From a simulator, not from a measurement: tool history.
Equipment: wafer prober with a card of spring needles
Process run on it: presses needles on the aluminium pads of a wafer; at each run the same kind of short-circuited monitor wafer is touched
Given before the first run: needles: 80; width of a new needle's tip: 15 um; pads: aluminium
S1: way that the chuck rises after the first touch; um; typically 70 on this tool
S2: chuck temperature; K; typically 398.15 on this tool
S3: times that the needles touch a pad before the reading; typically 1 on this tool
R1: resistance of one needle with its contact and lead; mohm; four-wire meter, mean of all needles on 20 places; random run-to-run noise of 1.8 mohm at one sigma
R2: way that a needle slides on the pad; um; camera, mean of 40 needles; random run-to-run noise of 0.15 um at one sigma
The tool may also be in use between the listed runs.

| run | hour | S1 | S2 | S3 | R1 | R2 |
|---|---|---|---|---|---|---|
| 1 | 0.0 | 70 | 398.15 | 1 | 246 | 16.58 |
|  | 4.4 | tips cleaned on abrasive film |
|  | 8.8 | tips cleaned on abrasive film |
|  | 13.2 | tips cleaned on abrasive film |
|  | 18.6 | tips cleaned on abrasive film |
|  | 23.0 | tips cleaned on abrasive film |
| 2 | 25.5 | 70 | 398.15 | 1 | 245 | 16.43 |
|  | 27.7 | tips cleaned on abrasive film |
|  | 32.1 | tips cleaned on abrasive film |
|  | 36.5 | tips cleaned on abrasive film |
|  | 42.0 | tips cleaned on abrasive film |
|  | 47.4 | tips cleaned on abrasive film |
| 3 | 51.1 | 74 | 398.15 | 1 | 249 | 17.20 |
|  | 52.3 | tips cleaned on abrasive film |
|  | 56.6 | tips cleaned on abrasive film |
|  | 62.1 | tips cleaned on abrasive film |
| 4 | 62.3 | 70 | 398.15 | 1 | 241 | 16.21 |
|  | 66.7 | tips cleaned on abrasive film |
|  | 71.1 | tips cleaned on abrasive film |
|  | 76.5 | tips cleaned on abrasive film |
|  | 82.0 | tips cleaned on abrasive film |
| 5 | 82.2 | 70 | 398.15 | 1 | 245 | 16.31 |
|  | 86.6 | tips cleaned on abrasive film |
|  | 92.0 | tips cleaned on abrasive film |
| 6 | 93.7 | 70 | 398.15 | 1 | 244 | 16.04 |
|  | 97.0 | tips cleaned on abrasive film |
|  | 102.5 | tips cleaned on abrasive film |
|  | 107.9 | tips cleaned on abrasive film |
|  | 113.4 | tips cleaned on abrasive film |
| 7 | 116.6 | 70 | 398.15 | 1 | 251 | 15.78 |
|  | 117.9 | tips cleaned on abrasive film |
|  | 123.3 | tips cleaned on abrasive film |
|  | 127.7 | tips cleaned on abrasive film |
|  | 133.1 | tips cleaned on abrasive film |
|  | 138.6 | tips cleaned on abrasive film |
| 8 | 141.1 | 70 | 398.15 | 1 | 250 | 15.74 |
|  | 143.4 | tips cleaned on abrasive film |
|  | 147.8 | tips cleaned on abrasive film |
|  | 153.2 | tips cleaned on abrasive film |
|  | 157.6 | tips cleaned on abrasive film |
|  | 163.1 | tips cleaned on abrasive film |
| 9 | 165.1 | 70 | 398.15 | 3 | 244 | 15.80 |
|  | 168.4 | tips cleaned on abrasive film |
|  | 173.8 | tips cleaned on abrasive film |
|  | 178.2 | tips cleaned on abrasive film |
|  | 182.6 | tips cleaned on abrasive film |
| 10 | 184.8 | 70 | 398.15 | 2 | 246 | 15.50 |
|  | 187.1 | tips cleaned on abrasive film |
|  | 191.5 | tips cleaned on abrasive film |
|  | 196.9 | tips cleaned on abrasive film |
|  | 201.3 | tips cleaned on abrasive film |
|  | 206.3 | tips cleaned on abrasive film |
| 11 | 206.3 | 70 | 398.15 | 2 | 243 | 15.35 |
|  | 210.7 | tips cleaned on abrasive film |
|  | 215.1 | tips cleaned on abrasive film |
|  | 220.5 | tips cleaned on abrasive film |
|  | 224.9 | tips cleaned on abrasive film |
| 12 | 227.2 | 90 | 323.15 | 2 | 227 | 20.25 |
|  | 229.4 | tips cleaned on abrasive film |
|  | 233.8 | tips cleaned on abrasive film |
|  | 239.3 | tips cleaned on abrasive film |
|  | 244.7 | tips cleaned on abrasive film |
|  | 250.2 | tips cleaned on abrasive film |
| 13 | 252.9 | 84 | 324.15 | 1 | 229 | 18.85 |
|  | 255.1 | tips cleaned on abrasive film |
|  | 260.6 | tips cleaned on abrasive film |
|  | 265.0 | tips cleaned on abrasive film |
|  | 269.4 | tips cleaned on abrasive film |
|  | 269.7 | height of the first contact set anew |
|  | 275.1 | tips cleaned on abrasive film |
|  | 279.5 | tips cleaned on abrasive film |
| 14 | 279.7 | 67 | 343.15 | 2 | 230 | 16.77 |
|  | 284.1 | tips cleaned on abrasive film |
|  | 289.5 | tips cleaned on abrasive film |
|  | 295.0 | tips cleaned on abrasive film |
| 15 | 297.0 | 55 | 326.15 | 2 | 233 | 13.84 |
|  | 300.3 | tips cleaned on abrasive film |
|  | 305.7 | tips cleaned on abrasive film |
|  | 311.2 | tips cleaned on abrasive film |
| 16 | 312.3 | 55 | 326.15 | 2 | 230 | 13.65 |
|  | 315.6 | tips cleaned on abrasive film |
|  | 321.1 | tips cleaned on abrasive film |
|  | 326.5 | tips cleaned on abrasive film |
|  | 330.9 | tips cleaned on abrasive film |
|  | 335.5 | tips cleaned on abrasive film |
| 17 | 335.5 | 55 | 303.15 | 1 | 225 | 13.78 |
|  | 340.9 | tips cleaned on abrasive film |
|  | 346.4 | tips cleaned on abrasive film |
|  | 350.8 | tips cleaned on abrasive film |
|  | 356.2 | tips cleaned on abrasive film |
| 18 | 356.7 | 55 | 303.15 | 1 | 228 | 13.58 |
|  | 361.1 | tips cleaned on abrasive film |
|  | 366.6 | tips cleaned on abrasive film |
| 19 | 369.4 | 55 | 303.15 | 1 | 231 | 13.47 |
|  | 371.6 | tips cleaned on abrasive film |
|  | 376.0 | tips cleaned on abrasive film |
|  | 381.4 | tips cleaned on abrasive film |
|  | 386.9 | tips cleaned on abrasive film |
| 20 | 390.1 | 50 | 306.15 | 1 | 238 | 12.17 |
|  | 392.3 | tips cleaned on abrasive film |
|  | 396.7 | tips cleaned on abrasive film |
|  | 402.2 | tips cleaned on abrasive film |
| 21 | 403.9 | 73 | 312.15 | 1 | 225 | 17.69 |
|  | 407.2 | tips cleaned on abrasive film |
|  | 411.6 | tips cleaned on abrasive film |
|  | 416.0 | tips cleaned on abrasive film |
| 22 | 416.0 | 65 | 312.15 | 1 | 223 | 15.99 |

For some of the steps in R1 from one run to the next: how much would appear even if the tool had no hidden state, given the settings, what came in and random variation, and how much remains for the hidden state plus any gauge scatter that the measured result and the result without hidden state don't share?
The hidden state here: debris on the tips, nm; way that the needles fall short of the set height, um; tips' diameter, um; drift of the gauge itself on contact_mohm, %; drift of the gauge itself on scrub_um, %.
Run 11 -> 12: S1 70 -> 90, S2 398.15 -> 323.15, tips cleaned on abrasive film, tips cleaned on abrasive film, tips cleaned on abrasive film, tips cleaned on abrasive film. R1 -16 mohm: hidden state +1, all else -17.
Run 18 -> 19: tips cleaned on abrasive film, tips cleaned on abrasive film. R1 +3 mohm: hidden state +8, all else -5.
Run 20 -> 21: S1 50 -> 73, S2 306.15 -> 312.15, tips cleaned on abrasive film, tips cleaned on abrasive film, tips cleaned on abrasive film. R1 -13 mohm: hidden state -13, all else +0.

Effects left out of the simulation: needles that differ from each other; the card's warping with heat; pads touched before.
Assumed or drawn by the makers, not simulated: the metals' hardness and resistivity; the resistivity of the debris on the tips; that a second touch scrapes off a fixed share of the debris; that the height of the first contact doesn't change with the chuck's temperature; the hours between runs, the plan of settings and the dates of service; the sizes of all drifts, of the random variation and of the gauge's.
